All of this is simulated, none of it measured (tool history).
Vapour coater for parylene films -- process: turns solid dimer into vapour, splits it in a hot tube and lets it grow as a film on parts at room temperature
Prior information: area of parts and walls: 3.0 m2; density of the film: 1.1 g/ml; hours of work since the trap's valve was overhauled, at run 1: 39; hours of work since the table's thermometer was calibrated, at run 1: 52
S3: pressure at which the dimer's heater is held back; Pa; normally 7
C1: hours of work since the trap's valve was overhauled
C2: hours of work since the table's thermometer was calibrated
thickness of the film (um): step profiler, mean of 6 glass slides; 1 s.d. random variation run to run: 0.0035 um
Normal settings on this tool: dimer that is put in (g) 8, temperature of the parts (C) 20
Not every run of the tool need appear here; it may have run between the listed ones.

run 1 hour=0 | dimer_that_is_put_in_(g)=8 temperature_of_the_parts_(C)=20 S3=7 | C1=39 C2=52 | thickness_of_the_film_(um)=1.115
run 2 hour=17.1 | dimer_that_is_put_in_(g)=8 temperature_of_the_parts_(C)=20 S3=7 | C1=47 C2=60 | thickness_of_the_film_(um)=1.113
run 3 hour=32.5 | dimer_that_is_put_in_(g)=8 temperature_of_the_parts_(C)=20 S3=7 | C1=54 C2=67 | thickness_of_the_film_(um)=1.114
run 4 hour=51.3 | dimer_that_is_put_in_(g)=8 temperature_of_the_parts_(C)=20 S3=7 | C1=62 C2=75 | thickness_of_the_film_(um)=1.118
run 5 hour=67.7 | dimer_that_is_put_in_(g)=8 temperature_of_the_parts_(C)=20 S3=7 | C1=69 C2=82 | thickness_of_the_film_(um)=1.112
run 6 hour=86.2 | dimer_that_is_put_in_(g)=8 temperature_of_the_parts_(C)=20 S3=7 | C1=78 C2=91 | thickness_of_the_film_(um)=1.109
run 7 hour=99 | dimer_that_is_put_in_(g)=8 temperature_of_the_parts_(C)=20 S3=7 | C1=83 C2=97 | thickness_of_the_film_(um)=1.113
run 8 hour=115.5 | dimer_that_is_put_in_(g)=8 temperature_of_the_parts_(C)=20 S3=5.98 | C1=91 C2=104 | thickness_of_the_film_(um)=1.128
run 9 hour=132.8 | dimer_that_is_put_in_(g)=8 temperature_of_the_parts_(C)=20 S3=5.98 | C1=99 C2=112 | thickness_of_the_film_(um)=1.125
run 10 hour=147.7 | dimer_that_is_put_in_(g)=8 temperature_of_the_parts_(C)=17 S3=7 | C1=105 C2=118 | thickness_of_the_film_(um)=1.172
run 11 hour=166.5 | dimer_that_is_put_in_(g)=8 temperature_of_the_parts_(C)=17 S3=7 | C1=114 C2=127 | thickness_of_the_film_(um)=1.166
run 12 hour=183.6 | dimer_that_is_put_in_(g)=8 temperature_of_the_parts_(C)=17 S3=4 | C1=121 C2=134 | thickness_of_the_film_(um)=1.222
run 13 hour=194.5 | dimer_that_is_put_in_(g)=8 temperature_of_the_parts_(C)=20 S3=7 | C1=126 C2=139 | thickness_of_the_film_(um)=1.108
run 14 hour=210.7 | dimer_that_is_put_in_(g)=8 temperature_of_the_parts_(C)=20 S3=7 | C1=133 C2=147 | thickness_of_the_film_(um)=1.105
run 15 hour=228 | dimer_that_is_put_in_(g)=8 temperature_of_the_parts_(C)=20 S3=7 | C1=141 C2=154 | thickness_of_the_film_(um)=1.102
run 16 hour=250.2 | dimer_that_is_put_in_(g)=8 temperature_of_the_parts_(C)=20 S3=7 | C1=151 C2=164 | thickness_of_the_film_(um)=1.101
run 17 hour=271.2 | dimer_that_is_put_in_(g)=7 temperature_of_the_parts_(C)=20 S3=3.4 | C1=161 C2=174 | thickness_of_the_film_(um)=1.034
-- hour=276.9 trap's valve overhauled
run 18 hour=298.1 | dimer_that_is_put_in_(g)=7 temperature_of_the_parts_(C)=20 S3=3.03 | C1=9 C2=184 | thickness_of_the_film_(um)=1.031
-- hour=316.1 trap's valve overhauled, once more
run 19 hour=323.3 | dimer_that_is_put_in_(g)=7 temperature_of_the_parts_(C)=20 S3=3.03 | C1=3 C2=193 | thickness_of_the_film_(um)=1.062
run 20 hour=343.3 | dimer_that_is_put_in_(g)=6 temperature_of_the_parts_(C)=18 S3=7.97 | C1=12 C2=202 | thickness_of_the_film_(um)=0.866
run 21 hour=360.9 | dimer_that_is_put_in_(g)=4 temperature_of_the_parts_(C)=19 S3=7 | C1=20 C2=210 | thickness_of_the_film_(um)=0.571
run 22 hour=375.9 | dimer_that_is_put_in_(g)=4 temperature_of_the_parts_(C)=19 S3=7 | C1=27 C2=217 | thickness_of_the_film_(um)=0.565
run 23 hour=395.9 | dimer_that_is_put_in_(g)=8 temperature_of_the_parts_(C)=19 S3=7 | C1=36 C2=226 | thickness_of_the_film_(um)=1.144
run 24 hour=411.3 | dimer_that_is_put_in_(g)=8 temperature_of_the_parts_(C)=19 S3=4.93 | C1=43 C2=233 | thickness_of_the_film_(um)=1.18
run 25 hour=432.5 | dimer_that_is_put_in_(g)=12 temperature_of_the_parts_(C)=24 S3=11.04 | C1=52 C2=242 | thickness_of_the_film_(um)=1.493
run 26 hour=451.1 | dimer_that_is_put_in_(g)=11 temperature_of_the_parts_(C)=20 S3=6.94 | C1=60 C2=251 | thickness_of_the_film_(um)=1.54
run 27 hour=471.1 | dimer_that_is_put_in_(g)=13 temperature_of_the_parts_(C)=18 S3=3.49 | C1=69 C2=260 | thickness_of_the_film_(um)=2.008
run 28 hour=485.8 | dimer_that_is_put_in_(g)=13 temperature_of_the_parts_(C)=18 S3=3.49 | C1=76 C2=266 | thickness_of_the_film_(um)=1.996
run 29 hour=503.5 | dimer_that_is_put_in_(g)=13 temperature_of_the_parts_(C)=18 S3=4.17 | C1=84 C2=274 | thickness_of_the_film_(um)=1.962
run 30 hour=525.4 | dimer_that_is_put_in_(g)=8 temperature_of_the_parts_(C)=16 S3=10.95 | C1=94 C2=284 | thickness_of_the_film_(um)=1.137
run 31 hour=535.5 | dimer_that_is_put_in_(g)=10 temperature_of_the_parts_(C)=20 S3=6.98 | C1=98 C2=289 | thickness_of_the_film_(um)=1.385

3 ways to go on from here, each from the tool as it stands after run 31. What would each give?
run A hour=546.6 | dimer_that_is_put_in_(g)=8 temperature_of_the_parts_(C)=20 S3=6.77 | C1=103 C2=294 | thickness_of_the_film_(um)=?
run B hour=546.6 | dimer_that_is_put_in_(g)=5 temperature_of_the_parts_(C)=20 S3=6.16 | C1=103 C2=294 | thickness_of_the_film_(um)=?
run C hour=546.6 | dimer_that_is_put_in_(g)=6 temperature_of_the_parts_(C)=14 S3=2.24 | C1=103 C2=294 | thickness_of_the_film_(um)=?

run=A thickness_of_the_film_(um)=1.111
run=B thickness_of_the_film_(um)=0.701
run=C thickness_of_the_film_(um)=1.029
With no hidden state in the tool, these same runs would have given:
run=A thickness_of_the_film_(um)=1.13
run=B thickness_of_the_film_(um)=0.713
run=C thickness_of_the_film_(um)=1.047
